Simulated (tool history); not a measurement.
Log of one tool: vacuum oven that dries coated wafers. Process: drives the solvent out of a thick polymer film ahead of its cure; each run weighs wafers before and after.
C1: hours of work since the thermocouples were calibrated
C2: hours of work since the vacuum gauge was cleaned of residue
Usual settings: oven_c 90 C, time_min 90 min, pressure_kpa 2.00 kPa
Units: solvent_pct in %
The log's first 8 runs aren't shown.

{"run": 9, "hour": 198.5, "oven_c": 90, "time_min": 90, "pressure_kpa": 2.0, "C1": 516, "C2": 762, "solvent_pct": 2.42}
{"run": 10, "hour": 219.2, "oven_c": 90, "time_min": 90, "pressure_kpa": 2.0, "C1": 529, "C2": 775, "solvent_pct": 2.4}
{"run": 11, "hour": 239.8, "oven_c": 90, "time_min": 90, "pressure_kpa": 2.0, "C1": 542, "C2": 789, "solvent_pct": 2.43}
{"run": 12, "hour": 259.3, "oven_c": 90, "time_min": 90, "pressure_kpa": 2.0, "C1": 555, "C2": 801, "solvent_pct": 2.38}
{"run": 13, "hour": 296.0, "oven_c": 90, "time_min": 73, "pressure_kpa": 2.0, "C1": 579, "C2": 825, "solvent_pct": 3.11}
{"run": 14, "hour": 325.5, "oven_c": 90, "time_min": 73, "pressure_kpa": 2.0, "C1": 598, "C2": 844, "solvent_pct": 3.11}
{"run": 15, "hour": 346.9, "oven_c": 90, "time_min": 73, "pressure_kpa": 2.0, "C1": 612, "C2": 858, "solvent_pct": 3.12}
{"run": 16, "hour": 366.8, "oven_c": 97, "time_min": 46, "pressure_kpa": 7.55, "C1": 625, "C2": 871, "solvent_pct": 5.09}
{"run": 17, "hour": 388.4, "oven_c": 97, "time_min": 46, "pressure_kpa": 7.55, "C1": 639, "C2": 885, "solvent_pct": 5.05}
{"run": 18, "hour": 412.0, "oven_c": 97, "time_min": 46, "pressure_kpa": 7.55, "C1": 654, "C2": 900, "solvent_pct": 5.03}
{"run": 19, "hour": 433.9, "oven_c": 76, "time_min": 90, "pressure_kpa": 2.0, "C1": 668, "C2": 915, "solvent_pct": 8.2}
{"run": 20, "hour": 449.8, "oven_c": 76, "time_min": 90, "pressure_kpa": 2.0, "C1": 679, "C2": 925, "solvent_pct": 8.23}
{"run": 21, "hour": 486.0, "oven_c": 76, "time_min": 90, "pressure_kpa": 2.0, "C1": 702, "C2": 949, "solvent_pct": 8.19}
{"run": 22, "hour": 509.5, "oven_c": 76, "time_min": 90, "pressure_kpa": 2.0, "C1": 718, "C2": 964, "solvent_pct": 8.18}
{"run": 23, "hour": 524.8, "oven_c": 82, "time_min": 53, "pressure_kpa": 4.67, "C1": 727, "C2": 974, "solvent_pct": 9.87}
{"run": 24, "hour": 545.3, "oven_c": 78, "time_min": 157, "pressure_kpa": 1.0, "C1": 741, "C2": 987, "solvent_pct": 3.34}

Forecast run 25:
{"run": 25, "hour": 574.5, "oven_c": 88, "time_min": 62, "pressure_kpa": 7.6, "C1": 760, "C2": 1006, "solvent_pct": "?"}

{"run 25": {"solvent_pct": 7.53}}
Without the tool's hidden state the same run would have given solvent_pct 8.13 %.

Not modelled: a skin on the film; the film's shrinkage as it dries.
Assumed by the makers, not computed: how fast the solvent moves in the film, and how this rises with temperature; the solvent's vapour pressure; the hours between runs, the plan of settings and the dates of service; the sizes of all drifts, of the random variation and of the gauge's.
